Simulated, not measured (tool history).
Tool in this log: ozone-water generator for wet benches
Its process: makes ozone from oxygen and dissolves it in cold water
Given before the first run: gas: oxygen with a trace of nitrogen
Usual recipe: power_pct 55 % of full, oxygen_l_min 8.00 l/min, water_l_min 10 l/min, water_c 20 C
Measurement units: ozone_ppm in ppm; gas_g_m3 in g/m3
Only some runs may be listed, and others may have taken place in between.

run 1 hour=0.0 | power_pct=55 oxygen_l_min=8.00 water_l_min=10 water_c=20 | ozone_ppm=20.0 gas_g_m3=128.8
run 2 hour=26.0 | power_pct=55 oxygen_l_min=8.00 water_l_min=10 water_c=15 | ozone_ppm=22.3 gas_g_m3=129.5
run 3 hour=68.5 | power_pct=55 oxygen_l_min=8.00 water_l_min=10 water_c=20 | ozone_ppm=20.0 gas_g_m3=128.8
run 4 hour=92.0 | power_pct=55 oxygen_l_min=8.00 water_l_min=10 water_c=20 | ozone_ppm=20.0 gas_g_m3=129.6
run 5 hour=123.1 | power_pct=55 oxygen_l_min=8.00 water_l_min=10 water_c=20 | ozone_ppm=19.9 gas_g_m3=129.6
run 6 hour=149.3 | power_pct=55 oxygen_l_min=8.00 water_l_min=10 water_c=20 | ozone_ppm=19.3 gas_g_m3=129.1
run 7 hour=172.5 | power_pct=55 oxygen_l_min=8.00 water_l_min=10 water_c=20 | ozone_ppm=20.2 gas_g_m3=128.4
run 8 hour=203.0 | power_pct=55 oxygen_l_min=8.00 water_l_min=10 water_c=20 | ozone_ppm=20.0 gas_g_m3=129.2
run 9 hour=240.4 | power_pct=55 oxygen_l_min=8.00 water_l_min=10 water_c=20 | ozone_ppm=20.1 gas_g_m3=130.0
run 10 hour=280.7 | power_pct=55 oxygen_l_min=8.00 water_l_min=10 water_c=20 | ozone_ppm=20.0 gas_g_m3=128.1
run 11 hour=308.9 | power_pct=90 oxygen_l_min=5.84 water_l_min=15 water_c=14 | ozone_ppm=26.6 gas_g_m3=229.7
run 12 hour=345.9 | power_pct=64 oxygen_l_min=5.84 water_l_min=15 water_c=14 | ozone_ppm=20.4 gas_g_m3=177.5
run 13 hour=371.9 | power_pct=72 oxygen_l_min=5.84 water_l_min=15 water_c=17 | ozone_ppm=21.3 gas_g_m3=192.1

Run 14 comes next. What will it give?
run 14 hour=408.7 | power_pct=72 oxygen_l_min=5.84 water_l_min=15 water_c=17 | ozone_ppm=? gas_g_m3=?

{"run 14": {"ozone_ppm": 21.2, "gas_g_m3": 194.6}}
Without the tool's hidden state the same run would have given ozone_ppm 23.0 ppm, gas_g_m3 203.6 g/m3.
